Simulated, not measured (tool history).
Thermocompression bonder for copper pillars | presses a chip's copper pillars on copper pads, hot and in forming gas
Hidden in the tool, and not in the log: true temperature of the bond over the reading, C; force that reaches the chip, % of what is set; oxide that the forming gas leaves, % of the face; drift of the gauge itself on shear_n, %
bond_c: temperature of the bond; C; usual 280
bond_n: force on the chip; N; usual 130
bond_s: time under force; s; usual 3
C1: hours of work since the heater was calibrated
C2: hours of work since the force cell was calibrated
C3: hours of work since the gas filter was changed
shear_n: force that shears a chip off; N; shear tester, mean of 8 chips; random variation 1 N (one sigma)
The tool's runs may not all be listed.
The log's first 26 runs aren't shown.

{"run": 27, "day": 9.142, "bond_c": 307, "bond_n": 85, "bond_s": 3, "C1": 442, "C2": 197, "C3": 410, "shear_n": 93}
{"run": 28, "day": 9.588, "bond_c": 255, "bond_n": 114, "bond_s": 3, "C1": 447, "C2": 203, "C3": 416, "shear_n": 67}
{"run": 29, "day": 9.879, "bond_c": 289, "bond_n": 103, "bond_s": 2, "C1": 451, "C2": 206, "C3": 419, "shear_n": 77.3}
{"run": 30, "day": 10.238, "bond_c": 252, "bond_n": 127, "bond_s": 2, "C1": 455, "C2": 211, "C3": 423, "shear_n": 60.1}
{"run": 31, "day": 10.721, "bond_c": 298, "bond_n": 104, "bond_s": 2, "C1": 461, "C2": 217, "C3": 429, "shear_n": 82.7}
{"run": 32, "day": 11.017, "bond_c": 278, "bond_n": 142, "bond_s": 2, "C1": 464, "C2": 220, "C3": 433, "shear_n": 82.7}
{"run": 33, "day": 11.254, "bond_c": 284, "bond_n": 130, "bond_s": 3, "C1": 467, "C2": 223, "C3": 436, "shear_n": 93.5}
{"run": 34, "day": 11.608, "bond_c": 282, "bond_n": 155, "bond_s": 2, "C1": 472, "C2": 227, "C3": 440, "shear_n": 88.1}
{"run": 35, "day": 11.862, "bond_c": 252, "bond_n": 97, "bond_s": 2, "C1": 475, "C2": 230, "C3": 443, "shear_n": 49.9}

Run 36 comes next. What will it give?
{"day": 12.246, "done": "forming gas filter changed"}
{"run": 36, "day": 12.271, "bond_c": 252, "bond_n": 97, "bond_s": 2, "C1": 479, "C2": 235, "C3": 0, "shear_n": "?"}

Run 36 gave shear_n 51.3 N.
Without the tool's hidden state the same run would have given shear_n 51.6 N.

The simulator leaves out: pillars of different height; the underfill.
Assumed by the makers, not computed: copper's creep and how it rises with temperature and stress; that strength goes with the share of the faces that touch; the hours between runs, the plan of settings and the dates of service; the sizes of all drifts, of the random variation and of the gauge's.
